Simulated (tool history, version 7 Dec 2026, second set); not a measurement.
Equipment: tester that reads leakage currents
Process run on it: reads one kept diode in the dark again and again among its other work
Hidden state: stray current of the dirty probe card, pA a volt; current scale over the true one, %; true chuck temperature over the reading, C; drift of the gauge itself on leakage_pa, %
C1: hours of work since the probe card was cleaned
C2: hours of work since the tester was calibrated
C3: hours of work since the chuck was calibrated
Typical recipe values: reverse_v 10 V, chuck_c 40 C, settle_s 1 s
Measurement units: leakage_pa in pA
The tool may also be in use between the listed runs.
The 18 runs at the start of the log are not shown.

run 19 hour=622.4 | reverse_v=10 chuck_c=31 settle_s=1 | C1=451 C2=378 C3=1132 | leakage_pa=343.38
run 20 hour=667.4 | reverse_v=10.9 chuck_c=26 settle_s=0.56 | C1=476 C2=403 C3=1157 | leakage_pa=241.25
run 21 hour=706 | reverse_v=10.9 chuck_c=26 settle_s=0.56 | C1=498 C2=424 C3=1178 | leakage_pa=239.79
run 22 hour=747.5 | reverse_v=1.8 chuck_c=40 settle_s=1 | C1=521 C2=447 C3=1201 | leakage_pa=313.54
run 23 hour=773 | reverse_v=1.8 chuck_c=23 settle_s=8.1 | C1=535 C2=461 C3=1215 | leakage_pa=78.34
run 24 hour=817 | reverse_v=1.8 chuck_c=23 settle_s=8.1 | C1=560 C2=486 C3=1240 | leakage_pa=78.09
run 25 hour=838.4 | reverse_v=1.8 chuck_c=23 settle_s=8.1 | C1=571 C2=498 C3=1252 | leakage_pa=78.25
run 26 hour=859.5 | reverse_v=1.8 chuck_c=23 settle_s=8.1 | C1=583 C2=509 C3=1263 | leakage_pa=78
-- hour=865.4 tester calibrated
run 27 hour=881 | reverse_v=1.8 chuck_c=23 settle_s=8.1 | C1=594 C2=9 C3=1274 | leakage_pa=77.89
run 28 hour=914.9 | reverse_v=1.8 chuck_c=23 settle_s=8.1 | C1=613 C2=27 C3=1293 | leakage_pa=78.1
run 29 hour=944.4 | reverse_v=1.8 chuck_c=23 settle_s=8.1 | C1=629 C2=44 C3=1309 | leakage_pa=77.62
run 30 hour=964.7 | reverse_v=1.6 chuck_c=27 settle_s=7.23 | C1=640 C2=55 C3=1321 | leakage_pa=103.05
run 31 hour=992.2 | reverse_v=19.8 chuck_c=33 settle_s=8.33 | C1=656 C2=70 C3=1336 | leakage_pa=539.95
-- hour=1026.5 tester calibrated, once more
run 32 hour=1037.7 | reverse_v=4 chuck_c=27 settle_s=4.96 | C1=680 C2=6 C3=1360 | leakage_pa=156.43
run 33 hour=1067.8 | reverse_v=10 chuck_c=40 settle_s=1.17 | C1=697 C2=23 C3=1377 | leakage_pa=675.18
run 34 hour=1106.9 | reverse_v=12.1 chuck_c=40 settle_s=1 | C1=718 C2=45 C3=1399 | leakage_pa=738.45
run 35 hour=1127.7 | reverse_v=10.1 chuck_c=40 settle_s=1 | C1=730 C2=56 C3=1410 | leakage_pa=678.37
run 36 hour=1166 | reverse_v=10.1 chuck_c=40 settle_s=1 | C1=751 C2=77 C3=1431 | leakage_pa=676.86
run 37 hour=1201.3 | reverse_v=6.9 chuck_c=40 settle_s=7.74 | C1=771 C2=97 C3=1451 | leakage_pa=565.15
run 38 hour=1237.3 | reverse_v=6.9 chuck_c=43 settle_s=4.15 | C1=791 C2=117 C3=1471 | leakage_pa=711.35

What if the next run were any one of these 3? Each begins from the tool's condition after run 38:
run A hour=1261.6 | reverse_v=4.9 chuck_c=24 settle_s=2.78 | C1=804 C2=131 C3=1484 | leakage_pa=?
run B hour=1261.6 | reverse_v=2.4 chuck_c=29 settle_s=4.15 | C1=804 C2=131 C3=1484 | leakage_pa=?
run C hour=1261.6 | reverse_v=10 chuck_c=40 settle_s=1.61 | C1=804 C2=131 C3=1484 | leakage_pa=?

run=A leakage_pa=132.52
run=B leakage_pa=143.11
run=C leakage_pa=671.81
The same runs, with their run-to-run variation unchanged, on a tool lacking any hidden condition would have given:
run=A leakage_pa=152.6
run=B leakage_pa=165.77
run=C leakage_pa=770.28

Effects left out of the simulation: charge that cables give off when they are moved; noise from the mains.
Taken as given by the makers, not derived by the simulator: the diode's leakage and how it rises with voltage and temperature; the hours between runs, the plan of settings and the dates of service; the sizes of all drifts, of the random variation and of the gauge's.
